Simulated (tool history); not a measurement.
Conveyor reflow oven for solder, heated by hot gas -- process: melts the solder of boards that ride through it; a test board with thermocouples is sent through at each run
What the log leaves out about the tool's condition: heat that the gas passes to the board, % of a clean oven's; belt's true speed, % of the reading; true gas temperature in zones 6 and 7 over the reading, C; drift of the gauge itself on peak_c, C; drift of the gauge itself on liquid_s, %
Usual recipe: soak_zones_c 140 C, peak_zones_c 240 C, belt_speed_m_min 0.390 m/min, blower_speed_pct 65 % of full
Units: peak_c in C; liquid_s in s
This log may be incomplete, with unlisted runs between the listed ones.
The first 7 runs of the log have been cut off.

| run | hour | soak_zones_c | peak_zones_c | belt_speed_m_min | blower_speed_pct | hours of work since the flux was cleaned out | hours of work since the belt drive was overhauled | hours of work since the thermocouples were changed | peak_c | liquid_s |
|---|---|---|---|---|---|---|---|---|---|---|
| 8 | 425.9 | 137 | 240 | 0.390 | 65 | 176 | 46 | 192 | 226.7 | 89.8 |
| 9 | 491.8 | 137 | 240 | 0.390 | 65 | 204 | 74 | 220 | 226.3 | 90.2 |
| 10 | 529.4 | 140 | 240 | 0.390 | 65 | 220 | 91 | 237 | 227.0 | 91.3 |
|  | 538.3 | flux residue cleaned out of gas plates and filters |
| 11 | 604.9 | 140 | 240 | 0.390 | 65 | 29 | 121 | 267 | 226.9 | 91.6 |
| 12 | 641.0 | 140 | 230 | 0.390 | 65 | 44 | 136 | 282 | 217.8 | 83.8 |
| 13 | 726.1 | 140 | 230 | 0.390 | 65 | 81 | 173 | 319 | 218.0 | 83.7 |
| 14 | 805.4 | 140 | 240 | 0.390 | 79 | 115 | 207 | 353 | 230.0 | 94.1 |
| 15 | 860.2 | 140 | 240 | 0.390 | 79 | 138 | 230 | 376 | 230.0 | 94.3 |
| 16 | 905.5 | 139 | 235 | 0.315 | 78 | 158 | 250 | 396 | 229.2 | 116.6 |

What will run 17 give?
| 17 | 981.0 | 139 | 235 | 0.315 | 78 | 190 | 282 | 428 | ? | ? |

peak_c: 229.1 C
liquid_s: 117.5 s
On a tool with no hidden condition, and with the same random variation, this run would have come out at peak_c 229.1 C, liquid_s 117.5 s.

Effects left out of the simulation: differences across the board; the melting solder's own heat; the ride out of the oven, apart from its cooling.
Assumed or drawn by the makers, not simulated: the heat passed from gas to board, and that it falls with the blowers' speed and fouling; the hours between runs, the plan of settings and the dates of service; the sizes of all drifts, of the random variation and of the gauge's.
